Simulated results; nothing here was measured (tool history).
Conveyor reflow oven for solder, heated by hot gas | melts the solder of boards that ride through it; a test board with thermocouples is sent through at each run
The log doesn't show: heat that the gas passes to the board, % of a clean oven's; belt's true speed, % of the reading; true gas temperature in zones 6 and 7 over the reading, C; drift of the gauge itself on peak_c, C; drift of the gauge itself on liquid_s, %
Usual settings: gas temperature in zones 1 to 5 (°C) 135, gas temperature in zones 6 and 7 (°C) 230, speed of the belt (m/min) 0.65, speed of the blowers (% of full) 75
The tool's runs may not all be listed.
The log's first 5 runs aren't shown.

run	hour	gas temperature in zones 1 to 5 (°C)	gas temperature in zones 6 and 7 (°C)	speed of the belt (m/min)	speed of the blowers (% of full)	hours of work since the flux was cleaned out	hours of work since the belt drive was overhauled	hours of work since the thermocouples were changed	highest temperature of the board (°C)	time above the solder's melting point (s)
6	293.9	135	230	0.65	60	195	152	787	210.3	48.1
# hour 331.8: flux residue cleaned out of gas plates and filters
7	352	135	218	0.65	75	8	175	810	205.1	44.5
8	442.6	135	218	0.65	75	46	212	848	205.4	44.4
9	486.1	135	218	0.65	75	65	231	866	205	44.6
10	569.1	135	218	0.65	71	99	265	901	204	43.1
11	662.9	135	218	0.65	71	139	305	940	204	42.8
12	755.1	135	222	0.65	75	177	343	978	208.6	47.9
13	808.7	135	222	0.65	75	200	366	1001	208.3	47.7
# hour 833.6: flux residue cleaned out of gas plates and filters
14	902	135	222	0.65	75	29	403	1038	208.7	47.9
15	975.5	135	230	0.548	75	59	434	1069	220.1	68.5
16	1052.9	135	230	0.65	56	92	466	1101	209	46.2
17	1141.4	135	230	0.722	75	129	503	1138	212.5	45
18	1183.7	144	239	0.65	85	147	521	1156	227.5	63.9
# hour 1194.2: thermocouples of zones 6 and 7 changed
19	1254.2	144	239	0.65	61	175	549	25	220.4	59.3
20	1299.8	135	220	0.668	83	194	569	44	208.1	46.6

The next listed run, before its measurement:
# hour 1339.5: flux residue cleaned out of gas plates and filters
21	1396.5	138	230	0.65	75	24	607	83	?	?

{"run 21": {"highest temperature of the board (°C)": 216.1, "time above the solder's melting point (s)": 54.9}}
Without the tool's hidden state the same run would have given highest temperature of the board (°C) 216.1, time above the solder's melting point (s) 54.9.

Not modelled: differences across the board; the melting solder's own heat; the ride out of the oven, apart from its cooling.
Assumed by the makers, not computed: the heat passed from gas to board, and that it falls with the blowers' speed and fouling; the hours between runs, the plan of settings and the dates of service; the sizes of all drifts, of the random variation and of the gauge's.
